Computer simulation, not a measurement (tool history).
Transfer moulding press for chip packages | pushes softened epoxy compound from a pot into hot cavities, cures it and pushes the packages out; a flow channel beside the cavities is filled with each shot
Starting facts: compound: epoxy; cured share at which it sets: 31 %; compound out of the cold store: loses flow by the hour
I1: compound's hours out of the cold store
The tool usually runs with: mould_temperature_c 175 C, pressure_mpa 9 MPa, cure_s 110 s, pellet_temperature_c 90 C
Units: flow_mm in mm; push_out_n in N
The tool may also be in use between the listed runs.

Run 1, day 0: usual settings; I1 18. Result: flow_mm 747 mm, push_out_n 414 N.
Run 2, day 0.388: usual settings; I1 21.5. Result: flow_mm 734 mm, push_out_n 445 N.
Run 3, day 0.742: usual settings but cure_s 144 s; I1 38.8. Result: flow_mm 670 mm, push_out_n 363 N.
Run 4, day 1.046: usual settings but cure_s 120 s; I1 9.8. Result: flow_mm 776 mm, push_out_n 453 N.
At day 1.408: plunger's sealing rings changed.
Run 5, day 1.425: usual settings but cure_s 120 s; I1 16. Result: flow_mm 793 mm, push_out_n 460 N.
Run 6, day 1.75: usual settings but cure_s 120 s; I1 35. Result: flow_mm 730 mm, push_out_n 453 N.
Run 7, day 1.921: usual settings but cure_s 120 s; I1 27.3. Result: flow_mm 742 mm, push_out_n 480 N.
Run 8, day 2.108: usual settings; I1 34.9. Result: flow_mm 718 mm, push_out_n 537 N.
Run 9, day 2.425: usual settings; I1 36.1. Result: flow_mm 727 mm, push_out_n 546 N.
Run 10, day 2.804: usual settings; I1 42.9. Result: flow_mm 708 mm, push_out_n 563 N.
Run 11, day 2.983: usual settings; I1 36.8. Result: flow_mm 732 mm, push_out_n 556 N.
Run 12, day 3.329: usual settings; I1 41.1. Result: flow_mm 723 mm, push_out_n 566 N.
Run 13, day 3.612: usual settings; I1 21.7. Result: flow_mm 760 mm, push_out_n 617 N.
Run 14, day 3.854: usual settings; I1 15. Result: flow_mm 788 mm, push_out_n 596 N.
Run 15, day 4.238: usual settings but mould_temperature_c 177 C, pressure_mpa 10.36 MPa, pellet_temperature_c 81 C; I1 9.1. Result: flow_mm 867 mm, push_out_n 539 N.
At day 4.5: cavities cleaned with cleaning compound and waxed.
Run 16, day 4.558: usual settings but mould_temperature_c 177 C, pressure_mpa 9.74 MPa, pellet_temperature_c 86 C; I1 43.2. Result: flow_mm 721 mm, push_out_n 349 N.
Run 17, day 4.788: usual settings but mould_temperature_c 177 C, pressure_mpa 9.74 MPa, pellet_temperature_c 86 C; I1 16.9. Result: flow_mm 799 mm, push_out_n 382 N.
Run 18, day 5.133: usual settings but mould_temperature_c 170 C, pressure_mpa 10.55 MPa, pellet_temperature_c 86 C; I1 37.1. Result: flow_mm 804 mm, push_out_n 586 N.
Run 19, day 5.329: usual settings but mould_temperature_c 179 C, cure_s 127 s; I1 44. Result: flow_mm 703 mm, push_out_n 378 N.
Run 20, day 5.496: usual settings but cure_s 146 s; I1 29.1. Result: flow_mm 741 mm, push_out_n 375 N.
Run 21, day 5.829: usual settings but cure_s 129 s, pellet_temperature_c 92 C; I1 32.5. Result: flow_mm 726 mm, push_out_n 406 N.
Run 22, day 6.083: usual settings but cure_s 129 s, pellet_temperature_c 92 C; I1 23.1. Result: flow_mm 761 mm, push_out_n 432 N.
Run 23, day 6.338: usual settings but cure_s 129 s, pellet_temperature_c 92 C; I1 36.3. Result: flow_mm 727 mm, push_out_n 441 N.
Run 24, day 6.633: usual settings but mould_temperature_c 182 C, cure_s 100 s, pellet_temperature_c 85 C; I1 33.3. Result: flow_mm 711 mm, push_out_n 475 N.
Run 25, day 6.838: usual settings but mould_temperature_c 182 C, pressure_mpa 7.09 MPa, cure_s 100 s, pellet_temperature_c 85 C; I1 23.1. Result: flow_mm 656 mm, push_out_n 502 N.
Run 26, day 7.092: usual settings but mould_temperature_c 182 C, pressure_mpa 7.09 MPa, cure_s 100 s, pellet_temperature_c 85 C; I1 39.1. Result: flow_mm 622 mm, push_out_n 455 N.
Run 27, day 7.362: usual settings but cure_s 143 s, pellet_temperature_c 92 C; I1 28. Result: flow_mm 747 mm, push_out_n 435 N.
Run 28, day 7.696: usual settings but cure_s 143 s, pellet_temperature_c 92 C; I1 15.7. Result: flow_mm 782 mm, push_out_n 448 N.

Hidden state or all else? Some run-to-run changes of flow_mm, split into what the settings, what came in and random variation would give without the hidden state, and what is left for the hidden state (with any gauge scatter that isn't in both results):
Hidden conditions of the tool in this case: true mould temperature over the reading, C; pressure that reaches the compound, % of what is set; grip of the stained cavities, % over clean ones'; drift of the gauge itself on flow_mm, %; drift of the gauge itself on push_out_n, %.
Run 3 -> 4: cure_s 144 -> 120. flow_mm +106 mm: hidden state -8, all else +114.
Run 4 -> 5: plunger's sealing rings changed. flow_mm +17 mm: hidden state +51, all else -34.
Run 15 -> 16: pressure_mpa 10.36 -> 9.74, pellet_temperature_c 81 -> 86, cavities cleaned with cleaning compound and waxed. flow_mm -146 mm: hidden state +0, all else -146.
Run 26 -> 27: mould_temperature_c 182 -> 175, pressure_mpa 7.09 -> 9, cure_s 100 -> 143, pellet_temperature_c 85 -> 92. flow_mm +125 mm: hidden state -2, all else +127.

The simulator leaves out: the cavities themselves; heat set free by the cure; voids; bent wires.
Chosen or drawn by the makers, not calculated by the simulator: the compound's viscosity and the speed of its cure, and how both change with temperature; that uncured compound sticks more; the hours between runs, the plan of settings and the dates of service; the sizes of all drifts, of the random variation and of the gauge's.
